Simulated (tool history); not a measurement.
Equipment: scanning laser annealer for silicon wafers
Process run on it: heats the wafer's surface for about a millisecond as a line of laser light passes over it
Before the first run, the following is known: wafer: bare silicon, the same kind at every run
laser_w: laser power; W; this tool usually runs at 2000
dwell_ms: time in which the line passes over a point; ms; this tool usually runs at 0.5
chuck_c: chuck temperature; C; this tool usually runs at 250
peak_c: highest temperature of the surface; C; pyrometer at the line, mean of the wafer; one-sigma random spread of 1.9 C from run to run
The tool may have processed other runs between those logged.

run 1 hour=0 | laser_w=2000 dwell_ms=0.5 chuck_c=250 | peak_c=1081
run 2 hour=16.4 | laser_w=2000 dwell_ms=0.5 chuck_c=250 | peak_c=1084
run 3 hour=44.3 | laser_w=2000 dwell_ms=0.5 chuck_c=250 | peak_c=1082
run 4 hour=69.6 | laser_w=2198 dwell_ms=0.5 chuck_c=250 | peak_c=1177
run 5 hour=90.8 | laser_w=2198 dwell_ms=0.5 chuck_c=250 | peak_c=1177
run 6 hour=111.2 | laser_w=2000 dwell_ms=0.485 chuck_c=250 | peak_c=1071
run 7 hour=129.7 | laser_w=2000 dwell_ms=0.485 chuck_c=258 | peak_c=1080
run 8 hour=143.3 | laser_w=2000 dwell_ms=0.553 chuck_c=250 | peak_c=1131
run 9 hour=162 | laser_w=2000 dwell_ms=0.5 chuck_c=271 | peak_c=1102
run 10 hour=181.2 | laser_w=2000 dwell_ms=0.5 chuck_c=259 | peak_c=1094
run 11 hour=207.4 | laser_w=2000 dwell_ms=0.437 chuck_c=250 | peak_c=1030
run 12 hour=228.6 | laser_w=2000 dwell_ms=0.437 chuck_c=250 | peak_c=1025
run 13 hour=248.6 | laser_w=2000 dwell_ms=0.437 chuck_c=250 | peak_c=1022
run 14 hour=262.7 | laser_w=2000 dwell_ms=0.5 chuck_c=250 | peak_c=1084
run 15 hour=283.6 | laser_w=2000 dwell_ms=0.5 chuck_c=250 | peak_c=1087
run 16 hour=300.2 | laser_w=1939 dwell_ms=0.5 chuck_c=258 | peak_c=1063
run 17 hour=315.3 | laser_w=1939 dwell_ms=0.5 chuck_c=258 | peak_c=1064
run 18 hour=334.8 | laser_w=1764 dwell_ms=0.5 chuck_c=258 | peak_c=982
run 19 hour=358.9 | laser_w=1764 dwell_ms=0.5 chuck_c=258 | peak_c=986
run 20 hour=375.5 | laser_w=1764 dwell_ms=0.5 chuck_c=258 | peak_c=983
run 21 hour=391.5 | laser_w=1833 dwell_ms=0.594 chuck_c=284 | peak_c=1119
run 22 hour=412.5 | laser_w=1888 dwell_ms=0.594 chuck_c=233 | peak_c=1095
run 23 hour=426.7 | laser_w=1812 dwell_ms=0.468 chuck_c=241 | peak_c=964
run 24 hour=450.6 | laser_w=1812 dwell_ms=0.468 chuck_c=241 | peak_c=964
run 25 hour=469 | laser_w=1746 dwell_ms=0.5 chuck_c=270 | peak_c=990
run 26 hour=483.9 | laser_w=2000 dwell_ms=0.5 chuck_c=273 | peak_c=1108
run 27 hour=509.3 | laser_w=2000 dwell_ms=0.5 chuck_c=273 | peak_c=1107
run 28 hour=529.9 | laser_w=2000 dwell_ms=0.5 chuck_c=273 | peak_c=1107
run 29 hour=556.4 | laser_w=1967 dwell_ms=0.5 chuck_c=210 | peak_c=1031
run 30 hour=584.4 | laser_w=1967 dwell_ms=0.5 chuck_c=210 | peak_c=1031

Between the runs listed above, the log contained 1 entry, not reproduced here. Where in the sequence does each belong, and how does what the log doesn't record of the tool's condition differ from the listed run before to the listed run after?
In the gap between runs 5 and 6: window over the wafer cleaned (hour 101.6)
  light that passes the window, % of a clean one's: 99.77 -> 99.99
  measured minus no-state result, peak_c: -2 -> +0 C
